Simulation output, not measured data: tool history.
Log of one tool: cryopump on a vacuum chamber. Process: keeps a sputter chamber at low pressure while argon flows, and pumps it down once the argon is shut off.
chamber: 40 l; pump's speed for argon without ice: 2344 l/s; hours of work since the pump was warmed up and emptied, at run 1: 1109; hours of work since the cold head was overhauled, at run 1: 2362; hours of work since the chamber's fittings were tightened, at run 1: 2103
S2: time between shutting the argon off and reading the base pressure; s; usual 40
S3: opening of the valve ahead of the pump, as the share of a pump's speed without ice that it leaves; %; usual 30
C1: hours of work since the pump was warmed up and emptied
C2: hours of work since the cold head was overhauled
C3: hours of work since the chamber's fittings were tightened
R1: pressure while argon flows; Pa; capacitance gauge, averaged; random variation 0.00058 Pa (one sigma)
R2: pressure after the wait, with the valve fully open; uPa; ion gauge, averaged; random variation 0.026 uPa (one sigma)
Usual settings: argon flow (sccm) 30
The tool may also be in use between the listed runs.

run 1 hour=0 | argon_flow_(sccm)=30 S2=40 S3=30 | C1=1109 C2=2362 C3=2103 | R1=0.0829 R2=2.69
-- hour=28.8 pump warmed up, emptied and cooled again
run 2 hour=53.7 | argon_flow_(sccm)=30 S2=31 S3=30 | C1=19 C2=2400 C3=2140 | R1=0.0732 R2=2.51
run 3 hour=146.3 | argon_flow_(sccm)=30 S2=40 S3=30 | C1=91 C2=2472 C3=2212 | R1=0.0726 R2=2.29
run 4 hour=205.4 | argon_flow_(sccm)=30 S2=40 S3=30 | C1=137 C2=2517 C3=2258 | R1=0.0738 R2=2.41
run 5 hour=303.2 | argon_flow_(sccm)=30 S2=40 S3=30 | C1=212 C2=2593 C3=2333 | R1=0.0738 R2=2.38
run 6 hour=370.5 | argon_flow_(sccm)=30 S2=40 S3=30 | C1=264 C2=2645 C3=2385 | R1=0.0749 R2=2.45
run 7 hour=428.1 | argon_flow_(sccm)=30 S2=40 S3=50 | C1=309 C2=2690 C3=2430 | R1=0.0473 R2=2.6
run 8 hour=505.9 | argon_flow_(sccm)=30 S2=22 S3=30 | C1=369 C2=2750 C3=2490 | R1=0.0748 R2=3.37
run 9 hour=572.6 | argon_flow_(sccm)=30 S2=22 S3=30 | C1=421 C2=2801 C3=2542 | R1=0.0754 R2=3.36
run 10 hour=633 | argon_flow_(sccm)=30 S2=22 S3=30 | C1=467 C2=2848 C3=2588 | R1=0.077 R2=3.43
run 11 hour=718.6 | argon_flow_(sccm)=30 S2=40 S3=30 | C1=534 C2=2914 C3=2655 | R1=0.0765 R2=2.7
run 12 hour=823.6 | argon_flow_(sccm)=30 S2=40 S3=30 | C1=615 C2=2996 C3=2736 | R1=0.0775 R2=2.86
run 13 hour=893 | argon_flow_(sccm)=30 S2=158 S3=30 | C1=668 C2=3049 C3=2789 | R1=0.0789 R2=2.16
run 14 hour=973.8 | argon_flow_(sccm)=30 S2=158 S3=30 | C1=731 C2=3112 C3=2852 | R1=0.0789 R2=2.32
run 15 hour=1045.9 | argon_flow_(sccm)=29 S2=40 S3=30 | C1=787 C2=3167 C3=2908 | R1=0.077 R2=3.09
run 16 hour=1134.5 | argon_flow_(sccm)=30 S2=97 S3=30 | C1=855 C2=3236 C3=2976 | R1=0.0812 R2=2.58
run 17 hour=1180.5 | argon_flow_(sccm)=30 S2=97 S3=30 | C1=891 C2=3272 C3=3012 | R1=0.0818 R2=2.57
run 18 hour=1261.3 | argon_flow_(sccm)=30 S2=44 S3=30 | C1=953 C2=3334 C3=3074 | R1=0.0824 R2=3.22
run 19 hour=1360.4 | argon_flow_(sccm)=40 S2=25 S3=16 | C1=1030 C2=3411 C3=3151 | R1=0.1948 R2=4
-- hour=1418.9 leaking fittings of the chamber tightened, without venting
run 20 hour=1418.9 | argon_flow_(sccm)=49 S2=40 S3=30 | C1=1074 C2=3454 C3=0 | R1=0.136 R2=1.22
run 21 hour=1475.4 | argon_flow_(sccm)=27 S2=271 S3=22 | C1=1117 C2=3498 C3=44 | R1=0.0994 R2=0.35
-- hour=1486.2 pump warmed up, emptied and cooled again
run 22 hour=1575.4 | argon_flow_(sccm)=23 S2=40 S3=24 | C1=69 C2=3572 C3=117 | R1=0.0711 R2=1.2
run 23 hour=1669.5 | argon_flow_(sccm)=23 S2=71 S3=24 | C1=142 C2=3644 C3=190 | R1=0.0703 R2=0.8
run 24 hour=1758.1 | argon_flow_(sccm)=30 S2=40 S3=29 | C1=210 C2=3713 C3=258 | R1=0.0768 R2=1.29
run 25 hour=1807.6 | argon_flow_(sccm)=30 S2=40 S3=29 | C1=249 C2=3751 C3=297 | R1=0.0777 R2=1.28
run 26 hour=1870.7 | argon_flow_(sccm)=20 S2=40 S3=32 | C1=297 C2=3800 C3=346 | R1=0.0477 R2=1.31
run 27 hour=1953.9 | argon_flow_(sccm)=20 S2=192 S3=54 | C1=362 C2=3864 C3=410 | R1=0.0293 R2=0.58

Forecast run 28:
run 28 hour=2031.6 | argon_flow_(sccm)=20 S2=192 S3=54 | C1=422 C2=3924 C3=470 | R1=? R2=?

Run 28 gave R1 0.0299 Pa, R2 0.61 uPa.
Without the tool's hidden state the same run would have given R1 0.0269 Pa, R2 0.31 uPa.
